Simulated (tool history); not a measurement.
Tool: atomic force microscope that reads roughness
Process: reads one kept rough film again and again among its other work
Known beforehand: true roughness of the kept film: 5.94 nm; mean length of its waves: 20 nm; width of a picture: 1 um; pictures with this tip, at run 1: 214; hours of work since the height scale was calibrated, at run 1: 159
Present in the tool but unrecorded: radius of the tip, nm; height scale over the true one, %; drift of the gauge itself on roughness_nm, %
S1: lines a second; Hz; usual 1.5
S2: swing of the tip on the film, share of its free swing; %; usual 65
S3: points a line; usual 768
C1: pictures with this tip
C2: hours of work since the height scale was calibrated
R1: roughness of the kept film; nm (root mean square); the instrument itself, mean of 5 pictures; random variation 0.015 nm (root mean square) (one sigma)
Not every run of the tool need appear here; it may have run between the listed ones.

{"run": 1, "hour": 0.0, "S1": 1.5, "S2": 65, "S3": 768, "C1": 214, "C2": 159, "R1": 2.021}
{"run": 2, "hour": 9.0, "S1": 1.5, "S2": 74, "S3": 768, "C1": 225, "C2": 163, "R1": 1.93}
{"run": 3, "hour": 17.0, "S1": 1.5, "S2": 74, "S3": 768, "C1": 234, "C2": 166, "R1": 1.905}
{"run": 4, "hour": 26.1, "S1": 1.5, "S2": 74, "S3": 768, "C1": 244, "C2": 170, "R1": 1.843}
{"run": 5, "hour": 37.4, "S1": 1.5, "S2": 65, "S3": 768, "C1": 257, "C2": 175, "R1": 1.867}
{"run": 6, "hour": 50.9, "S1": 1.5, "S2": 65, "S3": 768, "C1": 273, "C2": 180, "R1": 1.82}
{"run": 7, "hour": 60.7, "S1": 1.5, "S2": 65, "S3": 768, "C1": 284, "C2": 184, "R1": 1.792}
{"hour": 70.3, "done": "new tip fitted"}
{"run": 8, "hour": 72.9, "S1": 1.5, "S2": 65, "S3": 768, "C1": 3, "C2": 189, "R1": 3.458}
{"run": 9, "hour": 86.4, "S1": 1.5, "S2": 63, "S3": 768, "C1": 18, "C2": 194, "R1": 3.352}
{"run": 10, "hour": 92.5, "S1": 2.86, "S2": 66, "S3": 783, "C1": 25, "C2": 197, "R1": 3.09}
{"run": 11, "hour": 105.6, "S1": 2.28, "S2": 65, "S3": 633, "C1": 40, "C2": 202, "R1": 3.017}
{"run": 12, "hour": 111.7, "S1": 0.83, "S2": 65, "S3": 633, "C1": 47, "C2": 204, "R1": 3.072}
{"run": 13, "hour": 121.6, "S1": 0.83, "S2": 65, "S3": 633, "C1": 59, "C2": 209, "R1": 2.972}
{"run": 14, "hour": 133.9, "S1": 0.83, "S2": 65, "S3": 633, "C1": 73, "C2": 214, "R1": 2.876}
{"run": 15, "hour": 144.6, "S1": 3.71, "S2": 67, "S3": 633, "C1": 85, "C2": 218, "R1": 2.523}
{"run": 16, "hour": 156.9, "S1": 1.75, "S2": 65, "S3": 768, "C1": 99, "C2": 223, "R1": 2.618}
{"run": 17, "hour": 168.1, "S1": 1.75, "S2": 89, "S3": 767, "C1": 112, "C2": 227, "R1": 2.226}
{"run": 18, "hour": 173.8, "S1": 2.92, "S2": 63, "S3": 710, "C1": 119, "C2": 230, "R1": 2.415}

Same runs, no hidden state in the tool, same run-to-run variation:
run=1 R1=3.535
run=2 R1=3.448
run=3 R1=3.467
run=4 R1=3.426
run=5 R1=3.543
run=6 R1=3.558
run=7 R1=3.57
run=8 R1=3.544
run=9 R1=3.593
run=10 R1=3.391
run=11 R1=3.468
run=12 R1=3.616
run=13 R1=3.617
run=14 R1=3.648
run=15 R1=3.307
run=16 R1=3.545
run=17 R1=3.132
run=18 R1=3.464
